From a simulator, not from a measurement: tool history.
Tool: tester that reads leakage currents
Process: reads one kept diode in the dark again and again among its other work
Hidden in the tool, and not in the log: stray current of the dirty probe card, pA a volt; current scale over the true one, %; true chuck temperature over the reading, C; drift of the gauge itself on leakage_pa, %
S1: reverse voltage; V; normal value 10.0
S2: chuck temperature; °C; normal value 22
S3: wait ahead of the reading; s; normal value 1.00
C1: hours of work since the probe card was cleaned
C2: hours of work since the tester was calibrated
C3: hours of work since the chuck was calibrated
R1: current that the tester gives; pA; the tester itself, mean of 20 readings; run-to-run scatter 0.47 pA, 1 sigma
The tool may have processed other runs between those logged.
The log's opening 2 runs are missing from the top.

run	hour	S1	S2	S3	C1	C2	C3	R1
# hour 244.7: probe card cleaned and baked
3	313.0	10.0	22	1.00	37	828	828	155.83
4	401.9	10.0	22	1.00	86	877	877	156.85
5	556.9	10.0	22	1.00	171	962	962	156.80
6	675.9	10.0	22	1.00	236	1027	1027	155.96
7	764.0	10.0	22	1.00	284	1075	1075	156.31
8	852.7	10.0	22	1.00	333	1124	1124	155.98
9	979.1	10.0	22	1.00	402	1193	1193	156.31
10	1191.9	10.0	22	1.00	518	1310	1310	155.78
11	1288.4	13.5	22	1.00	571	1362	1362	185.26
12	1433.7	2.8	22	1.00	651	1442	1442	76.57
13	1606.6	2.8	22	1.00	745	1537	1537	76.87
14	1771.2	2.8	22	1.00	836	1627	1627	77.23
15	1957.6	10.0	22	1.00	938	1729	1729	155.49
16	2103.5	10.0	22	1.00	1017	1808	1808	156.41
17	2306.6	10.0	22	1.00	1129	1920	1920	156.12
18	2479.7	10.0	20	1.00	1223	2014	2014	135.11
19	2626.1	10.0	20	1.00	1303	2095	2095	134.87
20	2733.0	10.0	22	1.00	1362	2153	2153	156.06
# hour 2928.6: tester calibrated
21	2928.7	12.9	22	3.09	1468	0	2259	177.10
# hour 3061.1: chuck's temperature calibrated
22	3081.2	12.9	22	3.09	1550	82	11	176.67
23	3192.9	1.5	31	0.38	1611	144	72	104.27
24	3377.7	2.3	55	1.00	1713	245	173	615.65
25	3493.9	2.3	55	1.00	1776	308	237	616.53

Run 26, settings as shown, results not yet in. Your forecast:
26	3655.1	5.1	51	0.71	1864	397	325	?

{"run 26": {"R1": 750.07}}
On a tool with no hidden condition, and with the same random variation, this run would have come out at R1 749.88 pA.
